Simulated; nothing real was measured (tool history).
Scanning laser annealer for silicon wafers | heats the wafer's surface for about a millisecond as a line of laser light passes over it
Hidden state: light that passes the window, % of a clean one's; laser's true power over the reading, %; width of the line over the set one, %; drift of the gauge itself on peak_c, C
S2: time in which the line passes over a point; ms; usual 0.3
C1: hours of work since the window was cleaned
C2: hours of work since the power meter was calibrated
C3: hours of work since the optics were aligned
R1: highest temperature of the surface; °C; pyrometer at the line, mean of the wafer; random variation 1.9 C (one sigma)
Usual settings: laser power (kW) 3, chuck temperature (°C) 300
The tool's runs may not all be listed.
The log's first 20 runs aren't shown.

run 21 day=24.533 | laser_power_(kW)=2.963 S2=0.3 chuck_temperature_(°C)=262 | C1=193 C2=515 C3=1237 | R1=1056
-- day=24.846 optics aligned, line set to its width
run 22 day=25.854 | laser_power_(kW)=2.973 S2=0.274 chuck_temperature_(°C)=286 | C1=209 C2=531 C3=14 | R1=1046
run 23 day=27.558 | laser_power_(kW)=2.93 S2=0.28 chuck_temperature_(°C)=291 | C1=233 C2=555 C3=38 | R1=1049
-- day=29.008 optics aligned, line set to its width, once more
run 24 day=29.421 | laser_power_(kW)=2.635 S2=0.307 chuck_temperature_(°C)=299 | C1=256 C2=578 C3=6 | R1=1020
run 25 day=30.583 | laser_power_(kW)=2.635 S2=0.307 chuck_temperature_(°C)=299 | C1=273 C2=595 C3=22 | R1=1018
run 26 day=31.542 | laser_power_(kW)=3 S2=0.3 chuck_temperature_(°C)=290 | C1=286 C2=608 C3=36 | R1=1103
run 27 day=32.971 | laser_power_(kW)=3 S2=0.3 chuck_temperature_(°C)=290 | C1=307 C2=628 C3=56 | R1=1101
run 28 day=33.988 | laser_power_(kW)=2.857 S2=0.229 chuck_temperature_(°C)=305 | C1=321 C2=643 C3=70 | R1=989
run 29 day=35.188 | laser_power_(kW)=3 S2=0.3 chuck_temperature_(°C)=287 | C1=338 C2=660 C3=87 | R1=1098
run 30 day=36.171 | laser_power_(kW)=3 S2=0.3 chuck_temperature_(°C)=295 | C1=352 C2=674 C3=101 | R1=1105
run 31 day=37.875 | laser_power_(kW)=3 S2=0.3 chuck_temperature_(°C)=295 | C1=376 C2=698 C3=125 | R1=1100
-- day=39.008 window over the wafer cleaned
run 32 day=39.571 | laser_power_(kW)=2.662 S2=0.374 chuck_temperature_(°C)=316 | C1=8 C2=720 C3=148 | R1=1117
run 33 day=40.521 | laser_power_(kW)=2.662 S2=0.374 chuck_temperature_(°C)=316 | C1=21 C2=734 C3=162 | R1=1123
run 34 day=41.521 | laser_power_(kW)=3 S2=0.28 chuck_temperature_(°C)=310 | C1=36 C2=748 C3=176 | R1=1114
run 35 day=42.458 | laser_power_(kW)=3.035 S2=0.247 chuck_temperature_(°C)=261 | C1=49 C2=761 C3=189 | R1=1034
run 36 day=43.654 | laser_power_(kW)=3.299 S2=0.247 chuck_temperature_(°C)=326 | C1=66 C2=778 C3=206 | R1=1163
run 37 day=44.958 | laser_power_(kW)=2.889 S2=0.31 chuck_temperature_(°C)=271 | C1=84 C2=797 C3=224 | R1=1076
run 38 day=46.479 | laser_power_(kW)=2.648 S2=0.313 chuck_temperature_(°C)=300 | C1=106 C2=818 C3=246 | R1=1036
run 39 day=47.512 | laser_power_(kW)=3.126 S2=0.342 chuck_temperature_(°C)=300 | C1=120 C2=833 C3=260 | R1=1208
run 40 day=49.025 | laser_power_(kW)=2.651 S2=0.378 chuck_temperature_(°C)=302 | C1=142 C2=854 C3=282 | R1=1096

Forecast each of these 5 alternatives for the next run:
run A day=49.942 | laser_power_(kW)=3.151 S2=0.378 chuck_temperature_(°C)=302 | C1=155 C2=867 C3=295 | R1=?
run B day=49.942 | laser_power_(kW)=2.651 S2=0.378 chuck_temperature_(°C)=327 | C1=155 C2=867 C3=295 | R1=?
run C day=49.942 | laser_power_(kW)=2.731 S2=0.3 chuck_temperature_(°C)=292 | C1=155 C2=867 C3=295 | R1=?
run D day=49.942 | laser_power_(kW)=2.651 S2=0.378 chuck_temperature_(°C)=301 | C1=155 C2=867 C3=295 | R1=?
run E day=49.942 | laser_power_(kW)=3.137 S2=0.224 chuck_temperature_(°C)=300 | C1=155 C2=867 C3=295 | R1=?

run=A R1=1252
run=B R1=1121
run=C R1=1032
run=D R1=1097
run=E R1=1054
Without the tool's hidden state the same runs would have given:
run=A R1=1276
run=B R1=1142
run=C R1=1051
run=D R1=1117
run=E R1=1074
